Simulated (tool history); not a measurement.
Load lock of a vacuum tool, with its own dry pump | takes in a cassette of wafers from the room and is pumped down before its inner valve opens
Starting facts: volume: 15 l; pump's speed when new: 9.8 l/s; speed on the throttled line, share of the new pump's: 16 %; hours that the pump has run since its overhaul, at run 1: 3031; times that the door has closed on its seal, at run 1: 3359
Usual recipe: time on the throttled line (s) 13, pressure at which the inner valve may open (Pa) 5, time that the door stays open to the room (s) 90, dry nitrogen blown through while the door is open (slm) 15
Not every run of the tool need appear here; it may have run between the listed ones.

| run | hour | time on the throttled line (s) | pressure at which the inner valve may open (Pa) | time that the door stays open to the room (s) | dry nitrogen blown through while the door is open (slm) | hours that the pump has run since its overhaul | times that the door has closed on its seal | incoming humidity of the room's air, % | time from the closed door until the inner valve may open (s) | rise of the pressure with all valves shut (Pa/min) |
|---|---|---|---|---|---|---|---|---|---|---|
| 1 | 0 | 13 | 5 | 90 | 15 | 3031 | 3359 | 45 | 26.4 | 0.055 |
| 2 | 46.6 | 13 | 5 | 90 | 15 | 3078 | 3556 | 43.6 | 26.7 | 0.049 |
| 3 | 132.7 | 13 | 5 | 90 | 15 | 3164 | 3921 | 46.7 | 26.6 | 0.054 |
| 4 | 182.5 | 13 | 5 | 90 | 15 | 3214 | 4131 | 47.3 | 26.6 | 0.057 |
| 5 | 259.5 | 13 | 5 | 140 | 15 | 3291 | 4458 | 45.1 | 26.8 | 0.064 |
| 6 | 359.7 | 9 | 5 | 90 | 15 | 3391 | 4882 | 44.6 | 23.3 | 0.056 |
| 7 | 415.2 | 9 | 5 | 90 | 15 | 3446 | 5117 | 47.6 | 23.6 | 0.063 |
| 8 | 495.7 | 13 | 5 | 90 | 15 | 3527 | 5458 | 46.8 | 26.7 | 0.065 |
| 9 | 538.5 | 18 | 5 | 90 | 15 | 3570 | 5639 | 45.4 | 31 | 0.062 |
| 10 | 588.4 | 18 | 5 | 139 | 24 | 3620 | 5850 | 47.5 | 31.1 | 0.061 |
| 11 | 688.5 | 7 | 7 | 227 | 42 | 3720 | 6274 | 45.3 | 21.1 | 0.068 |
| 12 | 788.5 | 7 | 7 | 227 | 42 | 3820 | 6698 | 46.4 | 21.3 | 0.063 |
| 13 | 829.3 | 7 | 7 | 227 | 42 | 3861 | 6871 | 42.2 | 21.4 | 0.059 |
| 14 | 922.3 | 17 | 7 | 227 | 42 | 3954 | 7264 | 46.3 | 29.3 | 0.066 |
| 15 | 998.4 | 17 | 7 | 227 | 10 | 4030 | 7586 | 47.1 | 29.5 | 0.099 |
| 16 | 1064.9 | 17 | 7 | 31 | 9 | 4096 | 7868 | 44.4 | 29.5 | 0.056 |
| 17 | 1148.4 | 26 | 9 | 66 | 16 | 4180 | 8222 | 43.4 | 36.9 | 0.065 |
| 18 | 1240.3 | 17 | 9 | 190 | 5 | 4272 | 8611 | 48.8 | 29.1 | 0.11 |

5 options for the next run, each taken on its own from the tool as it stands now. Forecast them:
| A | 1302.1 | 20 | 9 | 221 | 23 | 4333 | 8873 | 43.4 | ? | ? |
| B | 1302.1 | 13 | 6 | 90 | 15 | 4333 | 8873 | 43.3 | ? | ? |
| C | 1302.1 | 17 | 5 | 115 | 12 | 4333 | 8873 | 44.3 | ? | ? |
| D | 1302.1 | 13 | 7 | 90 | 15 | 4333 | 8873 | 49.9 | ? | ? |
| E | 1302.1 | 7 | 5 | 90 | 15 | 4333 | 8873 | 44.3 | ? | ? |

| run | time from the closed door until the inner valve may open (s) | rise of the pressure with all valves shut (Pa/min) |
|---|---|---|
| A | 31.7 | 0.083 |
| B | 26.4 | 0.068 |
| C | 30.2 | 0.083 |
| D | 26.2 | 0.083 |
| E | 21.6 | 0.074 |
The same runs, with their run-to-run variation unchanged, on a tool lacking any hidden condition would have given:
| run | time from the closed door until the inner valve may open (s) | rise of the pressure with all valves shut (Pa/min) |
|---|---|---|
| A | 31.3 | 0.056 |
| B | 26 | 0.041 |
| C | 29.8 | 0.057 |
| D | 25.8 | 0.057 |
| E | 21.1 | 0.047 |
